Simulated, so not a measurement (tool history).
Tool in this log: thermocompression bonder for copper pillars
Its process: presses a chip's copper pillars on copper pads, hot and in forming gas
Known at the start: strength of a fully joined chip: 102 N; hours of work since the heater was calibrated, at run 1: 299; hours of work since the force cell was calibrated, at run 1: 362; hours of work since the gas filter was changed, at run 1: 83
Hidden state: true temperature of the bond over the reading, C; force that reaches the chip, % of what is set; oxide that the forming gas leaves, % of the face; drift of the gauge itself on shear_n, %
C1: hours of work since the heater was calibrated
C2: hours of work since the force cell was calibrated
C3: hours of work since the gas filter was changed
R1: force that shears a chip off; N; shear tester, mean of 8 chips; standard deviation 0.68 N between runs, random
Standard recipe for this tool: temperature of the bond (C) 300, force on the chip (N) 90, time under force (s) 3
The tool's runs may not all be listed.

run 1 hour=0 | temperature_of_the_bond_(C)=300 force_on_the_chip_(N)=90 time_under_force_(s)=3 | C1=299 C2=362 C3=83 | R1=51.5
run 2 hour=17.2 | temperature_of_the_bond_(C)=300 force_on_the_chip_(N)=90 time_under_force_(s)=3 | C1=311 C2=375 C3=95 | R1=51.5
run 3 hour=35.5 | temperature_of_the_bond_(C)=300 force_on_the_chip_(N)=90 time_under_force_(s)=3 | C1=325 C2=388 C3=108 | R1=51.8
run 4 hour=49.5 | temperature_of_the_bond_(C)=300 force_on_the_chip_(N)=90 time_under_force_(s)=3 | C1=335 C2=398 C3=118 | R1=52.6
-- hour=68.2 forming gas filter changed
run 5 hour=69.6 | temperature_of_the_bond_(C)=300 force_on_the_chip_(N)=90 time_under_force_(s)=3 | C1=349 C2=412 C3=1 | R1=52.5
run 6 hour=83.5 | temperature_of_the_bond_(C)=300 force_on_the_chip_(N)=90 time_under_force_(s)=3 | C1=359 C2=422 C3=11 | R1=52.7
run 7 hour=98 | temperature_of_the_bond_(C)=326 force_on_the_chip_(N)=90 time_under_force_(s)=3 | C1=370 C2=433 C3=22 | R1=68.9
run 8 hour=114 | temperature_of_the_bond_(C)=326 force_on_the_chip_(N)=90 time_under_force_(s)=3 | C1=381 C2=444 C3=33 | R1=70
run 9 hour=134.2 | temperature_of_the_bond_(C)=300 force_on_the_chip_(N)=90 time_under_force_(s)=3 | C1=396 C2=459 C3=48 | R1=51.5
run 10 hour=148.3 | temperature_of_the_bond_(C)=300 force_on_the_chip_(N)=90 time_under_force_(s)=3 | C1=406 C2=469 C3=58 | R1=50.9
run 11 hour=166.4 | temperature_of_the_bond_(C)=300 force_on_the_chip_(N)=90 time_under_force_(s)=3 | C1=419 C2=482 C3=71 | R1=51.6
run 12 hour=178.9 | temperature_of_the_bond_(C)=300 force_on_the_chip_(N)=90 time_under_force_(s)=3 | C1=428 C2=492 C3=80 | R1=50.9
run 13 hour=197 | temperature_of_the_bond_(C)=300 force_on_the_chip_(N)=90 time_under_force_(s)=3 | C1=442 C2=505 C3=93 | R1=51.5
run 14 hour=211.9 | temperature_of_the_bond_(C)=300 force_on_the_chip_(N)=90 time_under_force_(s)=3 | C1=452 C2=516 C3=104 | R1=50.2
run 15 hour=223.1 | temperature_of_the_bond_(C)=300 force_on_the_chip_(N)=90 time_under_force_(s)=3 | C1=460 C2=524 C3=112 | R1=50.7
run 16 hour=240.8 | temperature_of_the_bond_(C)=300 force_on_the_chip_(N)=90 time_under_force_(s)=3 | C1=473 C2=536 C3=125 | R1=50.8
-- hour=249.9 forming gas filter changed
run 17 hour=259.8 | temperature_of_the_bond_(C)=300 force_on_the_chip_(N)=90 time_under_force_(s)=3 | C1=487 C2=550 C3=7 | R1=52.1
run 18 hour=273.2 | temperature_of_the_bond_(C)=276 force_on_the_chip_(N)=90 time_under_force_(s)=3 | C1=496 C2=560 C3=17 | R1=36.2
run 19 hour=288.3 | temperature_of_the_bond_(C)=276 force_on_the_chip_(N)=90 time_under_force_(s)=3 | C1=507 C2=571 C3=28 | R1=35.1
run 20 hour=305.5 | temperature_of_the_bond_(C)=276 force_on_the_chip_(N)=90 time_under_force_(s)=3 | C1=520 C2=583 C3=40 | R1=37
run 21 hour=320.2 | temperature_of_the_bond_(C)=310 force_on_the_chip_(N)=119 time_under_force_(s)=3 | C1=531 C2=594 C3=51 | R1=64.9
run 22 hour=340.5 | temperature_of_the_bond_(C)=310 force_on_the_chip_(N)=64 time_under_force_(s)=3 | C1=545 C2=608 C3=66 | R1=51.7
run 23 hour=353.5 | temperature_of_the_bond_(C)=292 force_on_the_chip_(N)=134 time_under_force_(s)=3 | C1=555 C2=618 C3=75 | R1=55.9
run 24 hour=369.2 | temperature_of_the_bond_(C)=311 force_on_the_chip_(N)=124 time_under_force_(s)=3 | C1=566 C2=629 C3=87 | R1=66.7
run 25 hour=388.8 | temperature_of_the_bond_(C)=311 force_on_the_chip_(N)=124 time_under_force_(s)=3 | C1=580 C2=643 C3=101 | R1=66.7
run 26 hour=405.9 | temperature_of_the_bond_(C)=311 force_on_the_chip_(N)=113 time_under_force_(s)=3 | C1=593 C2=656 C3=113 | R1=65.2
run 27 hour=426 | temperature_of_the_bond_(C)=311 force_on_the_chip_(N)=88 time_under_force_(s)=5 | C1=607 C2=670 C3=128 | R1=67.4
-- hour=431.6 forming gas filter changed
run 28 hour=435.1 | temperature_of_the_bond_(C)=323 force_on_the_chip_(N)=66 time_under_force_(s)=3 | C1=614 C2=677 C3=3 | R1=59.9
run 29 hour=447.3 | temperature_of_the_bond_(C)=323 force_on_the_chip_(N)=66 time_under_force_(s)=3 | C1=622 C2=686 C3=11 | R1=61.6
run 30 hour=458.7 | temperature_of_the_bond_(C)=300 force_on_the_chip_(N)=73 time_under_force_(s)=3 | C1=631 C2=694 C3=20 | R1=47.4
run 31 hour=475.7 | temperature_of_the_bond_(C)=300 force_on_the_chip_(N)=87 time_under_force_(s)=5 | C1=643 C2=706 C3=32 | R1=60.1
run 32 hour=495.8 | temperature_of_the_bond_(C)=328 force_on_the_chip_(N)=128 time_under_force_(s)=4 | C1=658 C2=721 C3=47 | R1=82
run 33 hour=510.6 | temperature_of_the_bond_(C)=300 force_on_the_chip_(N)=55 time_under_force_(s)=8 | C1=668 C2=731 C3=57 | R1=57.3
run 34 hour=523.9 | temperature_of_the_bond_(C)=300 force_on_the_chip_(N)=80 time_under_force_(s)=6 | C1=678 C2=741 C3=67 | R1=61.2
run 35 hour=542.4 | temperature_of_the_bond_(C)=328 force_on_the_chip_(N)=90 time_under_force_(s)=3 | C1=691 C2=755 C3=80 | R1=71.1
run 36 hour=551.4 | temperature_of_the_bond_(C)=300 force_on_the_chip_(N)=90 time_under_force_(s)=3 | C1=698 C2=761 C3=87 | R1=51.1
run 37 hour=562.1 | temperature_of_the_bond_(C)=300 force_on_the_chip_(N)=84 time_under_force_(s)=3 | C1=706 C2=769 C3=95 | R1=49.4
run 38 hour=574.4 | temperature_of_the_bond_(C)=280 force_on_the_chip_(N)=89 time_under_force_(s)=3 | C1=715 C2=778 C3=104 | R1=38.7
run 39 hour=585 | temperature_of_the_bond_(C)=310 force_on_the_chip_(N)=66 time_under_force_(s)=3 | C1=722 C2=785 C3=111 | R1=50.8

Across each entry between runs, compare the hidden state at the last listed run before it with the hidden state at the first listed run after it:
After run 4, before run 5: forming gas filter changed (hour 68.2)
  oxide that the forming gas leaves, % of the face: 1.21 -> 0.51
After run 16, before run 17: forming gas filter changed (hour 249.9)
  oxide that the forming gas leaves, % of the face: 1.28 -> 0.55
After run 27, before run 28: forming gas filter changed (hour 431.6)
  oxide that the forming gas leaves, % of the face: 1.3 -> 0.52
